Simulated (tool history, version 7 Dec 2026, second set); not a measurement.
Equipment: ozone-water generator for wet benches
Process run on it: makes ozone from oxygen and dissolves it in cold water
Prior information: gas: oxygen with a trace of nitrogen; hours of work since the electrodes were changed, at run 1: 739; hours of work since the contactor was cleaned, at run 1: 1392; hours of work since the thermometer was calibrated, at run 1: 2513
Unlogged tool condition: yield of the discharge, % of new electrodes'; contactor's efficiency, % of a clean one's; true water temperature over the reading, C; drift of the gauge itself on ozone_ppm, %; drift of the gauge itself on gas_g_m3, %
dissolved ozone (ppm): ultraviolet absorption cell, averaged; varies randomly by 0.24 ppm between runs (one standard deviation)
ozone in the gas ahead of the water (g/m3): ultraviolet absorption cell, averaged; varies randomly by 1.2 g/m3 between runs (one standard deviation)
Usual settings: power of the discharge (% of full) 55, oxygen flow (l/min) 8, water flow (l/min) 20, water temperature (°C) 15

run	hour	power of the discharge (% of full)	oxygen flow (l/min)	water flow (l/min)	water temperature (°C)	hours of work since the electrodes were changed	hours of work since the contactor was cleaned	hours of work since the thermometer was calibrated	dissolved ozone (ppm)	ozone in the gas ahead of the water (g/m3)
1	0	55	8	20	15	739	1392	2513	34.9	221.9
2	53.3	55	8	20	15	772	1425	2545	35	220.6
3	153.9	55	8	20	15	834	1487	2608	34.7	220.5
4	206	55	8	21	15	866	1520	2640	33.5	223.1
5	262.3	55	8	21	15	901	1555	2675	33.6	218.4
6	332.3	55	8	21	15	944	1598	2718	33.4	220.2
7	402.8	55	8	20	15	988	1641	2762	34.8	223.2
8	449.3	55	8	20	15	1017	1670	2790	34.4	220.9
9	561.1	55	10.69	20	16	1086	1739	2860	34.6	198.2
10	621.7	55	8	18	15	1123	1777	2897	36.6	221.3
11	674.8	55	8	31	7	1156	1810	2930	28.4	222.2
12	771.2	55	8	25	7	1216	1869	2990	33.2	218.5
13	833.9	55	8	25	7	1255	1908	3028	33.3	221.3
14	935.8	44	11.78	15	15	1318	1971	3091	33.3	156.4

Measured less the same run without the tool's hidden state. The same run-to-run variation is in both; the gauge's scatter may not be:
run	dissolved ozone (ppm)	ozone in the gas ahead of the water (g/m3)
1	-1.2	-2.3
2	-1.2	-2.4
3	-1.3	-2.6
4	-1.2	-2.7
5	-1.4	-2.7
6	-1.4	-2.9
7	-1.4	-3.1
8	-1.5	-3.2
9	-1.6	-3.1
10	-1.6	-3.6
11	-1.5	-3.7
12	-1.7	-3.8
13	-1.7	-4
14	-1.4	-2.2
